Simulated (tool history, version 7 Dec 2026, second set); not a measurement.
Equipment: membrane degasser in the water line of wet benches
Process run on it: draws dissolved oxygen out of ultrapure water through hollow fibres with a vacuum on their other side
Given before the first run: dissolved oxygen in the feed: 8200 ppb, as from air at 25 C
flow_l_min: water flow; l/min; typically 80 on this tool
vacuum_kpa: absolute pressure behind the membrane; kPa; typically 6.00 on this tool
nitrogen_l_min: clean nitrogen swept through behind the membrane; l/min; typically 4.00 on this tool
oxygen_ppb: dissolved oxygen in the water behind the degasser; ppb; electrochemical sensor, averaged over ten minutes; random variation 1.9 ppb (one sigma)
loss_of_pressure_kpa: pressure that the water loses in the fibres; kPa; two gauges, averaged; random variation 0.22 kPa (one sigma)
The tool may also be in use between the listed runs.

run,day,flow_l_min,vacuum_kpa,nitrogen_l_min,oxygen_ppb,loss_of_pressure_kpa
1,0.000,80,6.00,4.00,216.7,63.39
2,1.675,78,6.00,4.00,211.9,61.24
3,3.200,78,6.00,4.00,208.3,61.23
4,5.038,80,4.94,4.00,170.5,63.02
5,6.479,80,6.00,4.00,214.0,62.82
6,8.854,80,6.00,4.00,218.5,63.14
7,11.008,80,6.00,4.00,220.7,63.14
8,13.108,101,6.00,4.00,292.5,79.87
9,15.025,101,6.00,4.00,290.9,79.77
# day 15.354: seals of the vacuum lines changed
10,17.433,101,6.00,4.00,284.4,79.47
# day 17.633: vacuum gauge calibrated
11,20.442,101,6.00,4.00,291.4,79.63
12,22.992,101,6.00,4.00,290.0,79.89
13,25.508,68,9.08,3.15,346.1,53.69
14,27.367,71,3.85,3.63,107.8,55.99
15,28.929,71,5.98,3.63,197.3,55.78
# day 31.262: vacuum gauge calibrated, once more
16,32.038,65,6.97,11.87,114.9,51.14
17,35.067,65,6.97,11.87,116.2,51.19
18,36.533,52,8.00,1.93,314.8,41.03
19,39.329,52,8.00,1.93,314.1,41.30
20,41.592,102,5.43,5.30,237.0,80.90
21,43.717,89,6.00,2.93,287.9,70.58
22,46.462,89,6.00,2.93,287.4,70.35
23,48.025,89,6.00,2.93,292.8,70.99
24,50.125,51,6.00,2.93,153.0,40.42

Branching from run 24: 5 alternative next runs. What would each branch give?
A,51.679,80,12.84,2.37,?,?
B,51.679,99,6.00,4.00,?,?
C,51.679,125,5.64,2.01,?,?
D,51.679,77,6.00,2.93,?,?
E,51.679,82,4.12,2.70,?,?

run,oxygen_ppb,loss_of_pressure_kpa
A,716.3,63.41
B,283.0,78.37
C,453.2,99.06
D,241.8,60.99
E,160.3,64.89
What these runs would have given with no unlogged condition in the tool:
run,oxygen_ppb,loss_of_pressure_kpa
A,705.1,62.09
B,269.0,76.75
C,433.4,97.01
D,230.9,59.73
E,147.9,63.55
